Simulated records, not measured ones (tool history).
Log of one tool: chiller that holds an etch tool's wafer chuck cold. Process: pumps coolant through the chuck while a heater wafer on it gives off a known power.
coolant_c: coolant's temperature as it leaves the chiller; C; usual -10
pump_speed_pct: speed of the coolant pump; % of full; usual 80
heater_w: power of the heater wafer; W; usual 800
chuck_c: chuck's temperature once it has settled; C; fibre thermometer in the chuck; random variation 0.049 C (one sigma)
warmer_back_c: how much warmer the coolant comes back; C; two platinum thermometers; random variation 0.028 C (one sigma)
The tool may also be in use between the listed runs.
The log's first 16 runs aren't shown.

run    hour  coolant_c  pump_speed_pct  heater_w  chuck_c  warmer_back_c
 17  2305.0        -10              79       423    -6.52           1.77
 18  2391.7        -10              79       423    -6.53           1.76
 19  2490.8        -10              79       423    -6.52           1.74
 20  2635.0        -10              67       630    -3.78           3.13
 21  2763.5        -10              67       630    -3.75           3.17
 22  2841.0        -10              67       630    -3.80           3.12
 23  2923.8        -18              97       800   -12.03           2.66
     2934.1  -- chiller's thermometer calibrated
 24  3041.6        -11              80       431    -6.99           1.72
 25  3156.6        -11              80       431    -7.12           1.76

Run 26 comes next. What will it give?
 26  3237.3        -11              80       431        ?              ?

chuck_c: -6.96 C
warmer_back_c: 1.77 C
Without the tool's hidden state the same run would have given chuck_c -7.41 C, warmer_back_c 1.59 C.

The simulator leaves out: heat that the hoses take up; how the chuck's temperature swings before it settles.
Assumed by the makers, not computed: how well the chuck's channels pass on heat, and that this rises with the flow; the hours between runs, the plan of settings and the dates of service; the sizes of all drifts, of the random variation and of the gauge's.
